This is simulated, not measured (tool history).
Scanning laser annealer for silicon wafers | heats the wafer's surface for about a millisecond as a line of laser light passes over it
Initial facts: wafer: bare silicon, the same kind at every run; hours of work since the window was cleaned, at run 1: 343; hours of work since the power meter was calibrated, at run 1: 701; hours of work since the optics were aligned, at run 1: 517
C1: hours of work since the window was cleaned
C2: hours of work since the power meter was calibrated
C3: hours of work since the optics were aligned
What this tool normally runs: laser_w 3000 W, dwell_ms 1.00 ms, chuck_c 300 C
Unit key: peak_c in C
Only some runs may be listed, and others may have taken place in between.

{"run": 1, "hour": 0.0, "laser_w": 3000, "dwell_ms": 1.0, "chuck_c": 300, "C1": 343, "C2": 701, "C3": 517, "peak_c": 1136}
{"run": 2, "hour": 11.2, "laser_w": 3000, "dwell_ms": 1.0, "chuck_c": 300, "C1": 352, "C2": 710, "C3": 526, "peak_c": 1135}
{"run": 3, "hour": 27.5, "laser_w": 3000, "dwell_ms": 0.92, "chuck_c": 300, "C1": 365, "C2": 723, "C3": 539, "peak_c": 1098}
{"run": 4, "hour": 39.0, "laser_w": 3000, "dwell_ms": 0.92, "chuck_c": 300, "C1": 374, "C2": 732, "C3": 548, "peak_c": 1101}
{"run": 5, "hour": 55.2, "laser_w": 3000, "dwell_ms": 0.73, "chuck_c": 300, "C1": 387, "C2": 745, "C3": 561, "peak_c": 1008}
{"run": 6, "hour": 71.4, "laser_w": 3000, "dwell_ms": 1.0, "chuck_c": 300, "C1": 400, "C2": 758, "C3": 574, "peak_c": 1136}
{"run": 7, "hour": 87.3, "laser_w": 3000, "dwell_ms": 1.0, "chuck_c": 300, "C1": 413, "C2": 771, "C3": 587, "peak_c": 1136}
{"run": 8, "hour": 108.0, "laser_w": 3000, "dwell_ms": 1.0, "chuck_c": 300, "C1": 429, "C2": 788, "C3": 603, "peak_c": 1135}
{"run": 9, "hour": 117.9, "laser_w": 3000, "dwell_ms": 1.0, "chuck_c": 300, "C1": 437, "C2": 796, "C3": 611, "peak_c": 1136}
{"run": 10, "hour": 134.2, "laser_w": 3000, "dwell_ms": 0.71, "chuck_c": 300, "C1": 450, "C2": 809, "C3": 624, "peak_c": 998}
{"run": 11, "hour": 154.3, "laser_w": 3000, "dwell_ms": 1.07, "chuck_c": 300, "C1": 466, "C2": 825, "C3": 640, "peak_c": 1165}
{"run": 12, "hour": 165.7, "laser_w": 3000, "dwell_ms": 1.07, "chuck_c": 300, "C1": 475, "C2": 834, "C3": 649, "peak_c": 1164}
{"run": 13, "hour": 179.7, "laser_w": 3000, "dwell_ms": 1.07, "chuck_c": 300, "C1": 487, "C2": 845, "C3": 660, "peak_c": 1166}
{"run": 14, "hour": 199.8, "laser_w": 2747, "dwell_ms": 1.07, "chuck_c": 300, "C1": 503, "C2": 861, "C3": 676, "peak_c": 1082}
{"run": 15, "hour": 209.8, "laser_w": 3000, "dwell_ms": 1.0, "chuck_c": 298, "C1": 511, "C2": 869, "C3": 684, "peak_c": 1133}
{"run": 16, "hour": 221.6, "laser_w": 2798, "dwell_ms": 1.0, "chuck_c": 298, "C1": 520, "C2": 878, "C3": 694, "peak_c": 1067}
{"run": 17, "hour": 234.5, "laser_w": 2798, "dwell_ms": 1.0, "chuck_c": 298, "C1": 530, "C2": 889, "C3": 704, "peak_c": 1068}
{"hour": 245.9, "done": "optics aligned, line set to its width"}
{"run": 18, "hour": 258.0, "laser_w": 2920, "dwell_ms": 1.25, "chuck_c": 262, "C1": 545, "C2": 903, "C3": 10, "peak_c": 1173}
{"run": 19, "hour": 279.7, "laser_w": 3000, "dwell_ms": 1.01, "chuck_c": 300, "C1": 562, "C2": 921, "C3": 27, "peak_c": 1138}
{"run": 20, "hour": 296.0, "laser_w": 3180, "dwell_ms": 0.76, "chuck_c": 323, "C1": 576, "C2": 934, "C3": 40, "peak_c": 1097}
{"run": 21, "hour": 305.8, "laser_w": 3180, "dwell_ms": 0.76, "chuck_c": 323, "C1": 583, "C2": 942, "C3": 48, "peak_c": 1101}
{"run": 22, "hour": 319.3, "laser_w": 3180, "dwell_ms": 0.76, "chuck_c": 323, "C1": 594, "C2": 952, "C3": 59, "peak_c": 1101}
{"run": 23, "hour": 338.4, "laser_w": 2643, "dwell_ms": 0.83, "chuck_c": 279, "C1": 609, "C2": 968, "C3": 74, "peak_c": 930}
{"run": 24, "hour": 358.5, "laser_w": 2967, "dwell_ms": 1.0, "chuck_c": 285, "C1": 625, "C2": 984, "C3": 90, "peak_c": 1112}
{"run": 25, "hour": 371.5, "laser_w": 3294, "dwell_ms": 1.0, "chuck_c": 293, "C1": 636, "C2": 994, "C3": 100, "peak_c": 1224}
{"run": 26, "hour": 384.9, "laser_w": 3294, "dwell_ms": 1.0, "chuck_c": 293, "C1": 647, "C2": 1005, "C3": 111, "peak_c": 1228}
{"run": 27, "hour": 398.7, "laser_w": 3077, "dwell_ms": 0.72, "chuck_c": 300, "C1": 658, "C2": 1016, "C3": 122, "peak_c": 1027}
{"run": 28, "hour": 411.4, "laser_w": 2567, "dwell_ms": 1.2, "chuck_c": 300, "C1": 668, "C2": 1026, "C3": 132, "peak_c": 1069}
{"run": 29, "hour": 430.3, "laser_w": 3000, "dwell_ms": 0.92, "chuck_c": 265, "C1": 683, "C2": 1041, "C3": 147, "peak_c": 1065}

Predict each of these 3 candidate next runs independently; none follows another, all start after run 29:
{"run": "A", "hour": 449.9, "laser_w": 2718, "dwell_ms": 0.92, "chuck_c": 288, "C1": 698, "C2": 1057, "C3": 163, "peak_c": "?"}
{"run": "B", "hour": 449.9, "laser_w": 3000, "dwell_ms": 1.0, "chuck_c": 267, "C1": 698, "C2": 1057, "C3": 163, "peak_c": "?"}
{"run": "C", "hour": 449.9, "laser_w": 3006, "dwell_ms": 0.92, "chuck_c": 285, "C1": 698, "C2": 1057, "C3": 163, "peak_c": "?"}

run=A peak_c=1000
run=B peak_c=1103
run=C peak_c=1082
The same runs, with their run-to-run variation unchanged, on a tool lacking any hidden condition would have given:
run=A peak_c=1000
run=B peak_c=1104
run=C peak_c=1083
